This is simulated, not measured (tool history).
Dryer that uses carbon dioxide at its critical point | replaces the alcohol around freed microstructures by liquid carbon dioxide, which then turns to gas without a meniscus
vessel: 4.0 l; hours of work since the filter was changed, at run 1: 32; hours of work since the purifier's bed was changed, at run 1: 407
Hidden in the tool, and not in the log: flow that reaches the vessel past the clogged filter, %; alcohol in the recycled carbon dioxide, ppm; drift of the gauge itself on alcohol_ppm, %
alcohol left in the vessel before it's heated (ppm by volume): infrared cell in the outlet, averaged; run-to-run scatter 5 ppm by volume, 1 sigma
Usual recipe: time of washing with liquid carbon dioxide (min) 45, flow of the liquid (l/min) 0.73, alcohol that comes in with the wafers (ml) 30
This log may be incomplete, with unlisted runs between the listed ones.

run	day	time of washing with liquid carbon dioxide (min)	flow of the liquid (l/min)	alcohol that comes in with the wafers (ml)	hours of work since the filter was changed	hours of work since the purifier's bed was changed	alcohol left in the vessel before it's heated (ppm by volume)
1	0	45	0.73	30	32	407	81
2	0.633	45	0.73	30	42	417	77
3	1.871	45	0.73	30	62	437	81
4	3.083	45	0.73	30	82	457	97
5	4.304	45	0.73	34	102	477	96
6	5.421	45	0.73	34	120	495	98
7	6.521	45	1.096	30	138	513	93
8	7.35	45	0.73	77	151	526	137
9	8.288	68	0.73	77	166	541	98
10	9.467	68	0.73	77	186	561	100
11	10.408	68	0.73	77	201	576	107
12	11.754	45	0.73	30	223	598	115
13	13.162	45	0.73	30	246	621	133
14	14.129	36	0.73	30	261	636	173
15	15.408	45	0.73	30	282	657	134
16	16.717	45	0.73	30	304	679	146
17	18.167	45	0.73	30	327	702	139
18	19.154	45	0.663	30	343	718	161
19	19.938	45	0.663	30	356	731	175
20	20.708	45	0.663	30	368	743	175
21	21.475	45	0.663	24	381	756	162
22	22.279	45	0.663	24	394	769	172
# day 22.808: inlet filter changed
23	23.492	45	0.663	24	11	788	156
24	24.679	30	0.73	62	30	807	351
25	26.179	30	0.73	62	55	832	376
26	27.346	35	0.831	37	74	851	173
27	28.046	35	0.831	25	85	862	159
28	29.542	35	0.456	25	110	887	427
29	30.196	45	1.172	30	120	897	149
30	31.375	67	0.954	24	139	916	158
31	32.304	67	0.954	24	154	931	156
32	33.229	33	0.792	50	170	947	263
33	34.262	35	0.643	64	186	963	407

Predict the results of run 34:
34	35.821	45	0.73	28	212	989	?

Run 34 produced alcohol left in the vessel before it's heated (ppm by volume) 184.
With the hidden condition absent and the run-to-run variation left alone, this run would have shown alcohol left in the vessel before it's heated (ppm by volume) 16.

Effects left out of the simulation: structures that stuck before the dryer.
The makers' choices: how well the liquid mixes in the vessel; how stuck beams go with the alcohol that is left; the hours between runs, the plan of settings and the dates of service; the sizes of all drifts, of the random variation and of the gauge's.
